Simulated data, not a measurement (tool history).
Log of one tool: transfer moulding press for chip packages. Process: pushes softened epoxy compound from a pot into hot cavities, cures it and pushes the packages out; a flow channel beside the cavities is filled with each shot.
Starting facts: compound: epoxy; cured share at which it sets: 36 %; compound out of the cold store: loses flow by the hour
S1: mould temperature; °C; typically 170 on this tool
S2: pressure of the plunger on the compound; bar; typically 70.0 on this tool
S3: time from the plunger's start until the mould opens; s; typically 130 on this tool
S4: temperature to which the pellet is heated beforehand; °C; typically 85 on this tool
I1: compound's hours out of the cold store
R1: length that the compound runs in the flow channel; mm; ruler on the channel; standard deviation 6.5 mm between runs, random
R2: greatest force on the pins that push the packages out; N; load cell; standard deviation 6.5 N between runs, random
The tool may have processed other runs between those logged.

run,day,S1,S2,S3,S4,I1,R1,R2
1,0.000,170,70.0,130,85,12.2,957,336
2,1.225,170,70.0,130,85,14.7,943,382
# day 2.258: cavities cleaned with cleaning compound and waxed
3,2.738,170,70.0,130,85,25.9,900,445
4,3.817,170,70.0,130,85,9.1,951,496
5,5.079,170,70.0,130,85,14.7,937,487
# day 5.808: cavities cleaned with cleaning compound and waxed
6,5.988,170,70.0,130,85,19.9,899,266
# day 6.579: mould's thermocouples calibrated
7,7.246,170,70.0,130,85,15.6,923,352
8,8.321,170,70.0,130,85,16.1,909,402
# day 9.433: cavities cleaned with cleaning compound and waxed, once more
9,9.433,170,70.0,130,85,9.9,930,266
10,11.117,170,70.0,119,85,13.5,909,398
# day 12.008: plunger's sealing rings changed
11,12.171,170,70.0,119,85,16.3,962,453
# day 13.033: cavities cleaned with cleaning compound and waxed
12,13.846,170,70.0,119,85,38.3,891,350
13,15.396,170,70.0,119,85,9.9,970,435
# day 16.588: cavities cleaned with cleaning compound and waxed
14,16.983,170,70.0,119,85,12.7,964,308
15,17.988,173,70.0,158,80,9.8,946,295
16,19.542,170,76.3,111,85,40.4,912,481
# day 20.133: cavities cleaned with cleaning compound and waxed
17,21.108,166,68.3,132,90,37.9,876,360
18,22.421,166,68.3,132,90,8.6,968,455
# day 23.679: cavities cleaned with cleaning compound and waxed
19,24.029,171,83.9,130,85,9.6,1023,266

Predict the results of run 20:
20,24.821,171,83.9,165,85,29.2,?,?

Run 20 gave R1 952 mm, R2 296 N.
On a tool with no hidden condition, and with the same random variation, this run would have come out at R1 1007 mm, R2 228 N.
